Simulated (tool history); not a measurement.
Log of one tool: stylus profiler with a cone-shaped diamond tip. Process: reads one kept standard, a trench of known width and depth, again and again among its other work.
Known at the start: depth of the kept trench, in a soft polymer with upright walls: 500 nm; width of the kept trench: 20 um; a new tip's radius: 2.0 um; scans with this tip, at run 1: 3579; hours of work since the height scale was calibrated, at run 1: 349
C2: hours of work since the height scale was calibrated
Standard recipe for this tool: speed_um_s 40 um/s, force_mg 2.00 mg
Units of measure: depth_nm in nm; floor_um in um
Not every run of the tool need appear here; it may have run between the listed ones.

{"run": 1, "day": 0.0, "speed_um_s": 40, "force_mg": 2.0, "scans with this tip": 3579, "C2": 349, "depth_nm": 507.18, "floor_um": 17.02}
{"run": 2, "day": 0.696, "speed_um_s": 40, "force_mg": 2.0, "scans with this tip": 3701, "C2": 361, "depth_nm": 507.12, "floor_um": 16.94}
{"run": 3, "day": 1.242, "speed_um_s": 40, "force_mg": 2.0, "scans with this tip": 3796, "C2": 370, "depth_nm": 506.88, "floor_um": 16.95}
{"run": 4, "day": 2.0, "speed_um_s": 40, "force_mg": 2.0, "scans with this tip": 3928, "C2": 383, "depth_nm": 507.05, "floor_um": 16.91}
{"run": 5, "day": 2.392, "speed_um_s": 40, "force_mg": 2.0, "scans with this tip": 3996, "C2": 389, "depth_nm": 506.97, "floor_um": 16.97}
{"run": 6, "day": 2.996, "speed_um_s": 40, "force_mg": 1.61, "scans with this tip": 4101, "C2": 400, "depth_nm": 506.31, "floor_um": 16.93}
{"run": 7, "day": 3.575, "speed_um_s": 40, "force_mg": 2.0, "scans with this tip": 4202, "C2": 409, "depth_nm": 507.09, "floor_um": 16.98}
{"run": 8, "day": 4.175, "speed_um_s": 40, "force_mg": 2.0, "scans with this tip": 4307, "C2": 420, "depth_nm": 507.17, "floor_um": 16.91}
{"run": 9, "day": 4.592, "speed_um_s": 40, "force_mg": 2.18, "scans with this tip": 4380, "C2": 427, "depth_nm": 507.58, "floor_um": 16.97}
{"run": 10, "day": 5.342, "speed_um_s": 40, "force_mg": 0.8, "scans with this tip": 4510, "C2": 439, "depth_nm": 503.7, "floor_um": 16.79}
{"run": 11, "day": 6.012, "speed_um_s": 40, "force_mg": 2.0, "scans with this tip": 4627, "C2": 451, "depth_nm": 507.01, "floor_um": 16.95}
{"run": 12, "day": 6.712, "speed_um_s": 40, "force_mg": 2.0, "scans with this tip": 4749, "C2": 463, "depth_nm": 507.41, "floor_um": 16.89}
{"run": 13, "day": 7.496, "speed_um_s": 40, "force_mg": 2.0, "scans with this tip": 4885, "C2": 476, "depth_nm": 507.2, "floor_um": 16.94}
{"run": 14, "day": 8.275, "speed_um_s": 40, "force_mg": 2.0, "scans with this tip": 5021, "C2": 489, "depth_nm": 507.2, "floor_um": 16.93}
{"run": 15, "day": 8.921, "speed_um_s": 117, "force_mg": 2.0, "scans with this tip": 5134, "C2": 500, "depth_nm": 507.23, "floor_um": 16.46}
{"run": 16, "day": 9.708, "speed_um_s": 33, "force_mg": 3.26, "scans with this tip": 5271, "C2": 514, "depth_nm": 509.82, "floor_um": 17.0}
{"run": 17, "day": 10.321, "speed_um_s": 33, "force_mg": 3.26, "scans with this tip": 5378, "C2": 524, "depth_nm": 509.92, "floor_um": 16.96}
{"run": 18, "day": 10.942, "speed_um_s": 22, "force_mg": 2.7, "scans with this tip": 5486, "C2": 534, "depth_nm": 508.7, "floor_um": 17.0}
{"day": 11.029, "done": "height scale calibrated on a step standard"}
{"run": 19, "day": 11.342, "speed_um_s": 15, "force_mg": 1.26, "scans with this tip": 5552, "C2": 5, "depth_nm": 505.8, "floor_um": 17.03}
{"run": 20, "day": 12.054, "speed_um_s": 61, "force_mg": 0.81, "scans with this tip": 5676, "C2": 17, "depth_nm": 504.56, "floor_um": 16.55}
{"run": 21, "day": 12.662, "speed_um_s": 18, "force_mg": 2.2, "scans with this tip": 5782, "C2": 28, "depth_nm": 508.28, "floor_um": 17.04}
{"run": 22, "day": 13.329, "speed_um_s": 22, "force_mg": 3.96, "scans with this tip": 5898, "C2": 39, "depth_nm": 511.42, "floor_um": 17.04}
{"run": 23, "day": 14.162, "speed_um_s": 40, "force_mg": 2.0, "scans with this tip": 6043, "C2": 53, "depth_nm": 507.46, "floor_um": 16.84}
{"run": 24, "day": 14.75, "speed_um_s": 100, "force_mg": 0.67, "scans with this tip": 6146, "C2": 63, "depth_nm": 504.02, "floor_um": 16.12}
{"run": 25, "day": 15.446, "speed_um_s": 132, "force_mg": 0.71, "scans with this tip": 6267, "C2": 75, "depth_nm": 504.34, "floor_um": 15.75}
{"day": 15.604, "done": "height scale calibrated on a step standard, once more"}
{"run": 26, "day": 16.138, "speed_um_s": 116, "force_mg": 2.32, "scans with this tip": 6384, "C2": 9, "depth_nm": 507.54, "floor_um": 16.44}
{"run": 27, "day": 16.696, "speed_um_s": 112, "force_mg": 1.33, "scans with this tip": 6481, "C2": 19, "depth_nm": 505.35, "floor_um": 16.25}
{"run": 28, "day": 17.462, "speed_um_s": 31, "force_mg": 3.69, "scans with this tip": 6614, "C2": 31, "depth_nm": 510.12, "floor_um": 16.98}

3 ways to go on from here, each from the tool as it stands after run 28. What would each give?
{"run": "A", "day": 17.9, "speed_um_s": 26, "force_mg": 2.07, "scans with this tip": 6691, "C2": 39, "depth_nm": "?", "floor_um": "?"}
{"run": "B", "day": 17.9, "speed_um_s": 46, "force_mg": 2.85, "scans with this tip": 6691, "C2": 39, "depth_nm": "?", "floor_um": "?"}
{"run": "C", "day": 17.9, "speed_um_s": 124, "force_mg": 1.07, "scans with this tip": 6691, "C2": 39, "depth_nm": "?", "floor_um": "?"}

run=A depth_nm=507.30 floor_um=16.91
run=B depth_nm=508.64 floor_um=16.81
run=C depth_nm=504.65 floor_um=16.07
Had the tool no hidden state, the same runs would have come out as:
run=A depth_nm=506.98 floor_um=17.21
run=B depth_nm=508.33 floor_um=17.12
run=C depth_nm=504.34 floor_um=16.37
